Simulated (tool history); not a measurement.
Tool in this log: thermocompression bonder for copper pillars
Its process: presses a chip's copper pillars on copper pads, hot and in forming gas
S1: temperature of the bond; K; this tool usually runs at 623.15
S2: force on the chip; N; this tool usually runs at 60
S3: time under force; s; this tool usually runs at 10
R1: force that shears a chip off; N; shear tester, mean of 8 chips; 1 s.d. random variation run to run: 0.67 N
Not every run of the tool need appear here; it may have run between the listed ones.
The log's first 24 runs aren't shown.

run   hour      S1  S2  S3    R1
 25    491  623.15  37  10  46.9
 26  502.4  623.15  37  10  46.3
 27  522.4  623.15  37  10  45.1
 28  541.2  611.15  82  21  77.1
 29  568.7  623.15  89  27  88.2
 30  592.5  624.15  50  11  56.9
 31    615  615.15  66  10  57.6
 32  626.8  620.15  59   5  44.7
 33  649.6  643.15  83  10  78.9
 34  667.7  642.15  83   6  69.2
 35  679.7  642.15  83   6  68.4
 36  692.7  623.15  40  12  49.7
 37  707.4  623.15  69  11  63.4
 38  724.2  623.15  69  11  62.5
 39  746.3  614.15  51  16  56.2

Predict each of these 4 candidate next runs independently; none follows another, all start after run 39:
  A  761.5  640.15  54  17   ?
  B  761.5  624.15  74  12   ?
  C  761.5  636.15  84  10   ?
  D  761.5  614.15  80  15   ?

run    R1
  A  73.5
  B  66.5
  C  73.2
  D  68.4
With the hidden condition removed and each run's random variation left untouched, the same runs would have given:
run    R1
  A  75.6
  B  67.8
  C  75.3
  D  69.5
